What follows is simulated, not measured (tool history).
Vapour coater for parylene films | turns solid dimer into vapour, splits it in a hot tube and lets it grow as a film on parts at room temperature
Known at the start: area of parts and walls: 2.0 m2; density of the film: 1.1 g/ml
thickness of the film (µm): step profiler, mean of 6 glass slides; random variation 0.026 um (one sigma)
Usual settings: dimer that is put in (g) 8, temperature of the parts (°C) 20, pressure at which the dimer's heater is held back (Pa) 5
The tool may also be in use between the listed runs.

| run | day | dimer that is put in (g) | temperature of the parts (°C) | pressure at which the dimer's heater is held back (Pa) | thickness of the film (µm) |
|---|---|---|---|---|---|
| 1 | 0 | 8 | 20 | 5 | 1.97 |
| 2 | 1.15 | 8 | 20 | 5 | 1.94 |
| 3 | 2.471 | 8 | 20 | 5 | 1.9 |
| 4 | 4.192 | 8 | 30 | 5 | 1.33 |
| 5 | 5.192 | 5 | 20 | 5 | 1.16 |
| 6 | 5.979 | 8 | 20 | 10.65 | 1.58 |
| 7 | 6.992 | 13 | 20 | 5 | 3.02 |
| 8 | 8.612 | 8 | 20 | 5 | 1.82 |
| 9 | 9.888 | 3 | 20 | 5 | 0.64 |
| 10 | 11.662 | 9 | 20 | 5 | 2.01 |
| 11 | 12.708 | 9 | 20 | 5 | 1.98 |
| 12 | 13.542 | 9 | 13 | 5 | 2.42 |
| 13 | 14.658 | 8 | 15 | 9.7 | 1.75 |
|  | 15.654 | trap's valve overhauled |
| 14 | 16.221 | 8 | 15 | 9.7 | 1.92 |
| 15 | 17.512 | 8 | 20 | 5 | 1.9 |
| 16 | 19.071 | 8 | 20 | 5 | 1.92 |
| 17 | 19.983 | 8 | 21 | 3.83 | 1.95 |
| 18 | 21.758 | 8 | 15 | 2.74 | 2.42 |
| 19 | 23.562 | 8 | 19 | 4.74 | 1.84 |
| 20 | 25.275 | 6 | 20 | 2.87 | 1.55 |
| 21 | 26.617 | 12 | 20 | 2.22 | 3.26 |
| 22 | 27.35 | 8 | 17 | 11.36 | 1.57 |
| 23 | 28.8 | 4 | 24 | 3.95 | 0.79 |
| 24 | 29.579 | 3 | 31 | 6.38 | 0.42 |

4 ways to go on from here, each from the tool as it stands after run 24. What would each give?
| A | 30.4 | 8 | 12 | 5 | ? |
| B | 30.4 | 7 | 26 | 6.38 | ? |
| C | 30.4 | 3 | 18 | 3.15 | ? |
| D | 30.4 | 8 | 20 | 5.05 | ? |

| run | thickness of the film (µm) |
|---|---|
| A | 2.2 |
| B | 1.18 |
| C | 0.8 |
| D | 1.74 |
Without the tool's hidden state the same runs would have given:
| run | thickness of the film (µm) |
|---|---|
| A | 2.53 |
| B | 1.35 |
| C | 0.91 |
| D | 1.99 |

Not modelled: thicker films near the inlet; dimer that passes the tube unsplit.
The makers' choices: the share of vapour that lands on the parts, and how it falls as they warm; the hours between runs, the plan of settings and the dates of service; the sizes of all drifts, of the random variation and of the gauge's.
